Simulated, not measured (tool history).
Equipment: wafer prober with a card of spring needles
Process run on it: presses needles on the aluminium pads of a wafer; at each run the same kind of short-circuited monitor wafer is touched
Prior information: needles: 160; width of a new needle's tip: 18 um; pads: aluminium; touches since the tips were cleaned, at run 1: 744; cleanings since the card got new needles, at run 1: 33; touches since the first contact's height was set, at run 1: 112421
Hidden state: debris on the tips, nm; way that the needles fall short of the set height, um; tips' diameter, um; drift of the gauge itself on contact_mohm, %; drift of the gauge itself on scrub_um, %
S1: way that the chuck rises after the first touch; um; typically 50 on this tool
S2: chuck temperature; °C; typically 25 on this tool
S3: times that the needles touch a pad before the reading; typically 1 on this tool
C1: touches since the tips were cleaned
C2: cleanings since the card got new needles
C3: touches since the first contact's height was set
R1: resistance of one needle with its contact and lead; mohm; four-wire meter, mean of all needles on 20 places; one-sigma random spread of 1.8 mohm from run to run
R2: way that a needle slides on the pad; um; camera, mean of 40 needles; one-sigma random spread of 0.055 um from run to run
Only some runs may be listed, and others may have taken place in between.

run   hour  S1   S2  S3    C1  C2      C3   R1     R2
  1    0.0  50   25   1   744  33  112421  268  11.11
       7.0  -- tips cleaned on abrasive film
  2   14.3  50  116   1  2384  34  117036  385  11.09
      16.3  -- tips cleaned on abrasive film
      25.8  -- tips cleaned on abrasive film
  3   31.0  65  116   1  1691  36  122397  291  14.55
      34.5  -- tips cleaned on abrasive film
      43.6  -- tips cleaned on abrasive film
  4   46.1  65  116   1   824  38  127239  262  14.49
      52.8  -- tips cleaned on abrasive film
  5   60.8  65  116   1  2600  39  131975  314  14.48
      62.3  -- tips cleaned on abrasive film
  6   69.0  50   25   2  2171  40  134600  310  11.10
      71.5  -- tips cleaned on abrasive film
      81.1  -- tips cleaned on abrasive film
  7   84.6  50   25   2  1116  42  139605  256  10.98
      90.6  -- tips cleaned on abrasive film
     100.6  -- tips cleaned on abrasive film
  8  101.5  50   25   2   282  44  145036  231  10.89
     110.2  -- tips cleaned on abrasive film
  9  111.6  50   25   2   465  45  148301  235  10.95
     119.8  -- tips cleaned on abrasive film
 10  120.7  50   25   2   297  46  151212  232  10.92
     129.1  -- tips cleaned on abrasive film
 11  131.5  50   32   1   775  47  154698  288  10.73
     137.9  -- tips cleaned on abrasive film
 12  140.0  50   32   2   680  48  157404  242  10.81
     147.1  -- tips cleaned on abrasive film
     155.8  -- tips cleaned on abrasive film
 13  155.8  55   60   2     0  50  162485  210  11.94
     164.8  -- tips cleaned on abrasive film
 14  170.1  50   78   1  1741  51  167105  363  10.80
     173.9  -- tips cleaned on abrasive film
 15  181.1  53   68   1  2351  52  170639  374  11.40
     183.7  -- tips cleaned on abrasive film
 16  191.2  53   68   1  2434  53  173896  384  11.45
     192.9  -- tips cleaned on abrasive film
 17  200.8  50   40   1  2581  54  176974  445  10.77
     201.8  -- tips cleaned on abrasive film
     210.6  -- tips cleaned on abrasive film
 18  217.5  53   40   2  2221  56  182329  306  11.58

The next listed run, before its measurement:
     220.0  -- tips cleaned on abrasive film
     228.9  -- tips cleaned on abrasive film
 19  230.9  53  40   1  661  58  186627   ?   ?

{"run 19": {"R1": 272, "R2": 11.37}}
Minus the tool's unlogged condition, the same run would have read R1 196 mohm, R2 12.30 um.
